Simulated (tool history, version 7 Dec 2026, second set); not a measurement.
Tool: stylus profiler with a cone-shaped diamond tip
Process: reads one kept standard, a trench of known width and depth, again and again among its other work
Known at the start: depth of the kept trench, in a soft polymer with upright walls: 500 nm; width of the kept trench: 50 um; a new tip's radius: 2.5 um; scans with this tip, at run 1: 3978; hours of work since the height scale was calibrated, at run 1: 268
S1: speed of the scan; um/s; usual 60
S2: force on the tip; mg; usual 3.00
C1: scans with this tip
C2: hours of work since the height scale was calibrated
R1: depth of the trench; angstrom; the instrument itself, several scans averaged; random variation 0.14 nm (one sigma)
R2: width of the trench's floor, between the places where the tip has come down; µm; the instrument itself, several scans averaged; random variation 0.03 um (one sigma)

run     day   S1    S2    C1   C2      R1     R2
  1   0.000   60  3.00  3978  268  5064.2  46.87
  2   0.950   60  3.00  4195  283  5062.6  46.81
  3   1.779   60  3.00  4385  295  5063.9  46.82
  4   2.575   60  3.00  4566  308  5062.3  46.85
  5   3.217   60  3.00  4712  318  5064.5  46.82
  6   4.083   35  3.00  4910  331  5062.5  46.93
  7   4.492   60  3.00  5003  337  5063.4  46.89
  8   5.342   60  3.00  5197  350  5063.7  46.89
  9   5.933   60  3.00  5332  359  5064.0  46.85
 10   6.629   60  3.00  5491  370  5063.0  46.85
 11   7.196   60  5.13  5620  379  5089.5  46.90
 12   8.146   60  5.13  5836  393  5090.3  46.84
 13   8.896   60  5.10  6008  405  5088.3  46.88
 14   9.392   60  6.23  6120  412  5104.3  46.87
 15  10.288   38  3.00  6325  426  5064.5  46.90
 16  11.292   69  3.00  6554  442  5063.8  46.82
 17  11.867   69  3.00  6686  450  5066.4  46.83
 18  12.488   69  3.00  6827  460  5064.2  46.77
 19  13.288   48  3.00  7010  472  5062.4  46.87
 20  14.146   48  3.00  7205  485  5064.5  46.89
 21  14.558   60  5.87  7299  492  5098.4  46.88
 22  15.196   44  1.68  7445  502  5043.4  46.87
 23  15.812   96  2.52  7586  511  5054.0  46.70
 24  16.375  213  3.64  7714  520  5070.0  46.50
 25  16.842   46  1.94  7820  527  5047.2  46.84
 26  17.379   43  2.16  7943  535  5050.5  46.88
 27  17.908   43  2.16  8064  543  5048.1  46.80
 28  18.888   43  2.16  8287  558  5052.2  46.82
 29  19.433   35  2.04  8412  567  5047.9  46.92
 30  19.871  108  2.04  8512  574  5047.7  46.61
 31  20.779  108  2.04  8718  587  5050.5  46.61
 32  21.471   75  8.12  8876  598  5121.1  46.89
 33  22.000   75  1.93  8997  606  5047.3  46.74
 34  22.429  152  3.00  9095  613  5062.5  46.59
 35  22.996   55  2.63  9224  622  5059.9  46.89
 36  23.888   55  2.63  9428  635  5056.3  46.82
 37  24.508   55  2.63  9569  645  5061.4  46.84
 38  25.354  191  7.18  9763  658  5113.0  46.65
 39  25.825  191  3.47  9869  665  5070.0  46.52

4 ways to go on from here, each from the tool as it stands after run 39. What would each give?
  A  26.383   19  5.76  9997  674   ?   ?
  B  26.383  129  3.47  9997  674   ?   ?
  C  26.383  176  2.21  9997  674   ?   ?
  D  26.383  191  1.61  9997  674   ?   ?

run      R1     R2
  A  5099.5  46.94
  B  5069.8  46.71
  C  5050.4  46.44
  D  5040.9  46.30
Without the tool's hidden state the same runs would have given:
run      R1     R2
  A  5099.5  46.94
  B  5069.8  46.71
  C  5050.4  46.45
  D  5040.9  46.31
